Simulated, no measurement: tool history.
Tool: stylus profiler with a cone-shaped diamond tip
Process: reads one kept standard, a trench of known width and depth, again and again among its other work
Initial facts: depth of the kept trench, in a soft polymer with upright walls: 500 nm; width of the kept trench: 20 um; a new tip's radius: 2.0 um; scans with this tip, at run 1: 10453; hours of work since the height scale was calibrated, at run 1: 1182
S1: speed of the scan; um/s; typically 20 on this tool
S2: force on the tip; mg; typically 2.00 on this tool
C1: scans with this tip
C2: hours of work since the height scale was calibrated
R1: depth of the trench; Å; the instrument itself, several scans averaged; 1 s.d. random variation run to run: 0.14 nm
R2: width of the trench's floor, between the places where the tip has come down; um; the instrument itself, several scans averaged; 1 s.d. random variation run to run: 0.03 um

run,hour,S1,S2,C1,C2,R1,R2
1,0.0,20,2.00,10453,1182,5077.7,15.88
2,33.8,20,2.00,10664,1205,5079.0,15.82
3,91.4,20,2.00,11024,1246,5074.1,15.77
4,128.2,20,2.00,11255,1272,5077.5,15.69
5,180.4,20,2.00,11581,1309,5078.6,15.80
6,212.8,20,2.00,11784,1332,5078.3,15.69
7,270.2,20,2.00,12143,1373,5079.3,15.62
8,340.1,20,2.00,12580,1422,5081.4,15.59
9,410.9,20,2.00,13023,1472,5080.5,15.57
10,465.1,20,2.00,13362,1510,5083.0,15.54
# hour 470.9: height scale calibrated on a step standard
11,524.2,20,2.00,13728,38,5095.1,15.50
12,567.7,20,2.00,14001,68,5098.6,15.45
13,631.8,22,5.12,14402,114,5153.3,15.44
# hour 674.4: new tip fitted, height scale calibrated
14,698.7,8,3.17,151,17,5075.2,17.32
# hour 727.5: height scale calibrated on a step standard, once more
15,747.4,6,1.88,453,14,5056.9,17.33
16,791.5,27,1.23,729,45,5041.4,17.20
17,856.3,6,3.61,1134,91,5088.7,17.21
18,900.7,6,3.61,1412,122,5088.3,17.14
19,943.0,6,3.61,1676,152,5090.8,17.13

Run 20 comes next. What will it give?
20,993.0,15,0.74,1989,188,?,?

{"run 20": {"R1": 5032.6, "R2": 16.95}}
On a tool with no hidden condition, and with the same random variation, this run would have come out at R1 5029.7 Å, R2 17.25 um.
